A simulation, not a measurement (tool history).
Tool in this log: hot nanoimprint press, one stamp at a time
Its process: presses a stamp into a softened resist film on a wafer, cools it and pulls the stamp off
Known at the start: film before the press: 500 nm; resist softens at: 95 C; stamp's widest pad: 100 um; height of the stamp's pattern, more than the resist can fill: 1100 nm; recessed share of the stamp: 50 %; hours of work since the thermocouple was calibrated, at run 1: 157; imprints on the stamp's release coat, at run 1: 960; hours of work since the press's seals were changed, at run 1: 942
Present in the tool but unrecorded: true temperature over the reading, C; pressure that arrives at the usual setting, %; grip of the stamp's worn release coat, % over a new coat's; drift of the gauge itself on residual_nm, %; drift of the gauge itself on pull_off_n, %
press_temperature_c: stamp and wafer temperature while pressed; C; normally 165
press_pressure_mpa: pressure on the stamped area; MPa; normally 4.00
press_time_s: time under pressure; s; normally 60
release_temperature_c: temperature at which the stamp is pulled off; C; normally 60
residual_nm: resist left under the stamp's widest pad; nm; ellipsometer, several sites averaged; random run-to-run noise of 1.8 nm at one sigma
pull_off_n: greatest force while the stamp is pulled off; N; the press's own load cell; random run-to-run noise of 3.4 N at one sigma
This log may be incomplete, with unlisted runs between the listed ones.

| run | hour | press_temperature_c | press_pressure_mpa | press_time_s | release_temperature_c | hours of work since the thermocouple was calibrated | imprints on the stamp's release coat | hours of work since the press's seals were changed | residual_nm | pull_off_n |
|---|---|---|---|---|---|---|---|---|---|---|
| 1 | 0.0 | 165 | 4.00 | 60 | 60 | 157 | 960 | 942 | 286.9 | 161 |
|  | 46.9 | stamp cleaned and given a new release coat |
|  | 54.9 | press's hydraulic seals changed and the load cell set to zero |
| 2 | 80.7 | 165 | 4.00 | 60 | 60 | 200 | 76 | 17 | 290.6 | 167 |
| 3 | 128.9 | 165 | 2.96 | 60 | 60 | 232 | 216 | 48 | 328.0 | 172 |
| 4 | 210.4 | 165 | 2.96 | 60 | 60 | 285 | 454 | 101 | 329.1 | 161 |
| 5 | 279.6 | 165 | 2.96 | 60 | 52 | 330 | 657 | 147 | 326.7 | 191 |
| 6 | 349.1 | 165 | 4.00 | 60 | 60 | 375 | 860 | 192 | 292.1 | 168 |
| 7 | 406.3 | 165 | 4.00 | 60 | 60 | 413 | 1027 | 229 | 291.3 | 161 |
|  | 430.3 | stamp cleaned and given a new release coat |
| 8 | 467.4 | 165 | 4.00 | 60 | 60 | 449 | 109 | 265 | 292.0 | 165 |
| 9 | 514.7 | 165 | 4.00 | 60 | 60 | 480 | 247 | 296 | 290.0 | 168 |
| 10 | 593.0 | 165 | 4.00 | 60 | 60 | 531 | 475 | 347 | 292.0 | 174 |
| 11 | 648.2 | 165 | 4.00 | 60 | 60 | 567 | 637 | 383 | 290.3 | 165 |
|  | 665.9 | plate thermocouple calibrated |
| 12 | 689.0 | 165 | 4.00 | 60 | 60 | 15 | 747 | 408 | 290.4 | 165 |
| 13 | 770.9 | 165 | 4.00 | 60 | 60 | 69 | 986 | 462 | 288.0 | 161 |
|  | 808.1 | stamp cleaned and given a new release coat |
| 14 | 814.5 | 165 | 4.00 | 60 | 65 | 93 | 18 | 486 | 290.5 | 149 |
| 15 | 874.0 | 165 | 4.00 | 60 | 65 | 132 | 192 | 525 | 291.6 | 157 |
| 16 | 934.5 | 160 | 5.98 | 60 | 65 | 171 | 369 | 564 | 294.2 | 151 |
| 17 | 1001.6 | 160 | 5.98 | 60 | 65 | 215 | 565 | 608 | 293.1 | 149 |
| 18 | 1059.5 | 160 | 5.98 | 60 | 65 | 253 | 734 | 646 | 294.9 | 145 |
| 19 | 1095.1 | 165 | 4.97 | 71 | 60 | 276 | 838 | 669 | 248.9 | 159 |
| 20 | 1173.8 | 158 | 4.97 | 71 | 60 | 328 | 1068 | 721 | 327.3 | 167 |
|  | 1183.6 | stamp cleaned and given a new release coat |
| 21 | 1213.9 | 172 | 4.00 | 63 | 60 | 350 | 88 | 743 | 220.4 | 160 |
| 22 | 1281.0 | 155 | 2.43 | 109 | 45 | 394 | 284 | 787 | 408.6 | 209 |
| 23 | 1349.4 | 155 | 2.43 | 109 | 45 | 438 | 484 | 831 | 409.7 | 208 |
| 24 | 1396.5 | 155 | 5.22 | 81 | 51 | 469 | 622 | 862 | 348.4 | 191 |
| 25 | 1461.8 | 169 | 3.40 | 60 | 60 | 512 | 812 | 905 | 269.9 | 167 |
| 26 | 1543.8 | 165 | 5.44 | 60 | 60 | 565 | 1052 | 958 | 254.0 | 161 |
|  | 1562.0 | stamp cleaned and given a new release coat |
|  | 1569.0 | plate thermocouple calibrated |
|  | 1577.0 | press's hydraulic seals changed and the load cell set to zero |
| 27 | 1616.4 | 175 | 5.44 | 60 | 60 | 26 | 126 | 26 | 166.5 | 163 |
| 28 | 1684.1 | 176 | 5.44 | 72 | 60 | 70 | 324 | 70 | 148.2 | 163 |
| 29 | 1728.2 | 165 | 4.59 | 53 | 47 | 99 | 453 | 99 | 284.7 | 201 |

Predict each of these 4 candidate next runs independently; none follows another, all start after run 29:
| A | 1785.9 | 165 | 4.59 | 53 | 67 | 136 | 621 | 136 | ? | ? |
| B | 1785.9 | 165 | 4.00 | 61 | 63 | 136 | 621 | 136 | ? | ? |
| C | 1785.9 | 157 | 4.59 | 31 | 49 | 136 | 621 | 136 | ? | ? |
| D | 1785.9 | 161 | 4.00 | 60 | 60 | 136 | 621 | 136 | ? | ? |

| run | residual_nm | pull_off_n |
|---|---|---|
| A | 287.2 | 148 |
| B | 289.4 | 150 |
| C | 410.0 | 192 |
| D | 333.5 | 161 |
What these runs would have given with no unlogged condition in the tool:
| run | residual_nm | pull_off_n |
|---|---|---|
| A | 287.1 | 147 |
| B | 289.3 | 150 |
| C | 409.9 | 191 |
| D | 333.4 | 161 |
